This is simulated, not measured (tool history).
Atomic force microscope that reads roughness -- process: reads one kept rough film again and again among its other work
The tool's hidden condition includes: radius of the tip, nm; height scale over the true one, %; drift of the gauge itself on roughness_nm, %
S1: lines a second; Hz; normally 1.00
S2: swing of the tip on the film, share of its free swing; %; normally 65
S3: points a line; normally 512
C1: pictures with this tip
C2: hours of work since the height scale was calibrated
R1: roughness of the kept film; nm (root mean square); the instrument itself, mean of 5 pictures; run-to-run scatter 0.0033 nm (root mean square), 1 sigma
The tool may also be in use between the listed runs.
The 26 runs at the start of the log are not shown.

Run 27, hour 467.3: usual settings but S1 0.63 Hz, S2 62 %, S3 465; C1 57; C2 312. Result: R1 0.759 nm (root mean square).
Run 28, hour 486.0: usual settings but S1 0.63 Hz, S2 62 %, S3 465; C1 84; C2 323. Result: R1 0.765 nm (root mean square).
Run 29, hour 508.0: usual settings but S1 0.63 Hz, S2 62 %, S3 465; C1 115; C2 336. Result: R1 0.771 nm (root mean square).
Run 30, hour 521.2: usual settings but S1 0.81 Hz, S2 62 %, S3 594; C1 134; C2 344. Result: R1 0.763 nm (root mean square).
Run 31, hour 535.2: usual settings but S1 0.73 Hz, S2 76 %, S3 594; C1 154; C2 353. Result: R1 0.734 nm (root mean square).
Run 32, hour 546.4: usual settings but S3 555; C1 170; C2 359. Result: R1 0.742 nm (root mean square).
Run 33, hour 559.5: usual settings but S3 555; C1 189; C2 367. Result: R1 0.743 nm (root mean square).
At hour 573.6: new tip fitted.
Run 34, hour 580.2: usual settings but S3 555; C1 10; C2 379. Result: R1 0.742 nm (root mean square).
Run 35, hour 593.6: usual settings but S1 3.30 Hz, S3 349; C1 29; C2 387. Result: R1 0.671 nm (root mean square).
Run 36, hour 604.2: usual settings but S1 3.30 Hz, S3 349; C1 44; C2 393. Result: R1 0.672 nm (root mean square).
Run 37, hour 629.0: usual settings but S1 3.30 Hz, S2 81 %, S3 381; C1 80; C2 408. Result: R1 0.568 nm (root mean square).
Run 38, hour 639.9: usual settings but S1 0.98 Hz, S2 61 %, S3 381; C1 95; C2 414. Result: R1 0.747 nm (root mean square).
Run 39, hour 651.2: usual settings but S1 0.87 Hz, S2 55 %, S3 926; C1 111; C2 421. Result: R1 0.766 nm (root mean square).
Run 40, hour 665.1: usual settings but S1 3.53 Hz, S2 78 %, S3 475; C1 131; C2 429. Result: R1 0.573 nm (root mean square).
Run 41, hour 687.3: usual settings but S1 3.53 Hz, S2 88 %, S3 980; C1 163; C2 442. Result: R1 0.490 nm (root mean square).
Run 42, hour 709.9: usual settings but S1 2.04 Hz, S2 77 %, S3 678; C1 195; C2 455. Result: R1 0.649 nm (root mean square).
At hour 719.8: new tip fitted.
Run 43, hour 729.2: usual settings but S1 2.86 Hz, S2 68 %, S3 577; C1 13; C2 467. Result: R1 0.672 nm (root mean square).

Alternative continuations, all from the tool just after run 43; predict every row:
Run A, hour 740.1: usual settings but S1 1.99 Hz, S2 68 %, S3 577; C1 29; C2 473. Result: R1 ?.
Run B, hour 740.1: usual settings but S1 0.75 Hz; C1 29; C2 473. Result: R1 ?.
Run C, hour 740.1: usual settings but S2 82 %, S3 780; C1 29; C2 473. Result: R1 ?.
Run D, hour 740.1: usual settings but S1 0.59 Hz, S2 66 %, S3 450; C1 29; C2 473. Result: R1 ?.

run     R1
  A  0.702
  B  0.753
  C  0.695
  D  0.756
With the hidden condition removed and each run's random variation left untouched, the same runs would have given:
run     R1
  A  0.702
  B  0.753
  C  0.695
  D  0.757

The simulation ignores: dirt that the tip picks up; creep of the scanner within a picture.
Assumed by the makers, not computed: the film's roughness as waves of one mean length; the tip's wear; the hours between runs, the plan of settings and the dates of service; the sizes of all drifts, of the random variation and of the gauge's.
